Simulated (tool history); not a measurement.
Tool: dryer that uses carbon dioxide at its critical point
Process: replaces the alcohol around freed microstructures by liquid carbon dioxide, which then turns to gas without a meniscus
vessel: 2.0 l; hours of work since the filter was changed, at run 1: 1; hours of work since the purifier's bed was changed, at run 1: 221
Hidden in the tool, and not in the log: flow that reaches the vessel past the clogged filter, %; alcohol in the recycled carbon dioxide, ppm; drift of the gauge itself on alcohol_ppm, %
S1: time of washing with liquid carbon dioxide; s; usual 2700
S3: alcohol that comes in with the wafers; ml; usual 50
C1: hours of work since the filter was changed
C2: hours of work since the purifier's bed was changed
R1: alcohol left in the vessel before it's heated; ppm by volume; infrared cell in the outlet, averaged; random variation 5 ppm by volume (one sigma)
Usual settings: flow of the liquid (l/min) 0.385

Run 1, day 0.000: usual settings; C1 1; C2 221. Result: R1 79 ppm by volume.
Run 2, day 1.196: usual settings; C1 12; C2 232. Result: R1 84 ppm by volume.
Run 3, day 2.058: usual settings; C1 20; C2 240. Result: R1 79 ppm by volume.
Run 4, day 3.396: usual settings but S1 3240 s; C1 33; C2 253. Result: R1 52 ppm by volume.
Run 5, day 4.088: usual settings but S1 2940 s; C1 40; C2 259. Result: R1 72 ppm by volume.
Run 6, day 4.712: usual settings; C1 45; C2 265. Result: R1 77 ppm by volume.
Run 7, day 6.033: usual settings; C1 58; C2 278. Result: R1 81 ppm by volume.
Run 8, day 7.429: usual settings but S3 30 ml; C1 71; C2 291. Result: R1 78 ppm by volume.
Run 9, day 8.812: usual settings but S3 30 ml; C1 84; C2 304. Result: R1 88 ppm by volume.
Run 10, day 9.412: usual settings but S1 2400 s, flow of the liquid (l/min) 0.512, S3 33 ml; C1 90; C2 310. Result: R1 78 ppm by volume.
Run 11, day 10.112: usual settings but S1 2400 s, flow of the liquid (l/min) 0.512, S3 33 ml; C1 96; C2 316. Result: R1 79 ppm by volume.
Run 12, day 11.225: usual settings but S1 2340 s, flow of the liquid (l/min) 0.325, S3 103 ml; C1 107; C2 327. Result: R1 434 ppm by volume.
Run 13, day 12.625: usual settings but S1 3360 s, flow of the liquid (l/min) 0.459, S3 95 ml; C1 120; C2 340. Result: R1 85 ppm by volume.
Run 14, day 13.817: usual settings but S1 3360 s, flow of the liquid (l/min) 0.459, S3 95 ml; C1 131; C2 351. Result: R1 77 ppm by volume.
Run 15, day 14.458: usual settings but S1 3360 s, flow of the liquid (l/min) 0.459, S3 95 ml; C1 138; C2 357. Result: R1 84 ppm by volume.

Some steps in R1 between neighbouring runs. How much of each would the tool show without its hidden state too (settings, what came in, random variation), and how much is left for the hidden state, with any gauge scatter that isn't in both results?
Run 11 -> 12: S1 2400 -> 2340, flow of the liquid (l/min) 0.512 -> 0.325, S3 33 -> 103. R1 +355 ppm by volume: hidden state +74, all else +281.

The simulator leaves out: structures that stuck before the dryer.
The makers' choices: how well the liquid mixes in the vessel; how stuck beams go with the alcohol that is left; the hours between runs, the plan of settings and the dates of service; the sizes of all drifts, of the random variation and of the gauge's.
